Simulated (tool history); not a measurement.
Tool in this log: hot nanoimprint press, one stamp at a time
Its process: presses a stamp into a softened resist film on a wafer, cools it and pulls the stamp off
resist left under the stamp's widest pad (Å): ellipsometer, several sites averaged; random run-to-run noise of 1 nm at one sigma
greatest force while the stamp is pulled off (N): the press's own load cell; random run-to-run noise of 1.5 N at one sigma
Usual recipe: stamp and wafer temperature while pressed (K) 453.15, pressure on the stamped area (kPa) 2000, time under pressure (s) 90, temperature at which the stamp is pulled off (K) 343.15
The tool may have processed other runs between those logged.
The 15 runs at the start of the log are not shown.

run,hour,stamp and wafer temperature while pressed (K),pressure on the stamped area (kPa),time under pressure (s),temperature at which the stamp is pulled off (K),hours of work since the thermocouple was calibrated,imprints on the stamp's release coat,hours of work since the press's seals were changed,resist left under the stamp's widest pad (Å),greatest force while the stamp is pulled off (N)
16,971.9,458.15,2000,90,343.15,62,1808,1201,1649,124
# hour 1008.2: press's hydraulic seals changed and the load cell set to zero
17,1043.1,456.15,2000,131,348.15,91,1906,16,1509,110
18,1119.9,456.15,2000,131,348.15,125,2026,50,1506,112
# hour 1172.3: stamp cleaned and given a new release coat
19,1193.5,454.15,2000,161,348.15,155,33,81,1539,94
20,1234.1,454.15,2000,161,348.15,174,96,99,1538,96
21,1290.3,442.15,2000,90,347.15,199,184,124,2663,99
22,1335.6,461.15,2980,140,347.15,219,255,144,1016,101
23,1376.0,461.15,2980,140,347.15,237,317,163,1024,101
24,1430.8,462.15,1380,90,343.15,262,403,187,1778,110
25,1488.1,459.15,2000,90,343.15,288,492,213,1609,111
26,1540.3,459.15,2000,90,343.15,311,573,236,1618,112

Run 27 has not been measured yet. What should we expect?
27,1606.8,453.15,2000,90,339.15,341,677,266,?,?

Run 27 produced resist left under the stamp's widest pad (Å) 1963, greatest force while the stamp is pulled off (N) 126.
Were there no unlogged condition in the tool, this run, its random variation unchanged, would have produced resist left under the stamp's widest pad (Å) 1849, greatest force while the stamp is pulled off (N) 114.

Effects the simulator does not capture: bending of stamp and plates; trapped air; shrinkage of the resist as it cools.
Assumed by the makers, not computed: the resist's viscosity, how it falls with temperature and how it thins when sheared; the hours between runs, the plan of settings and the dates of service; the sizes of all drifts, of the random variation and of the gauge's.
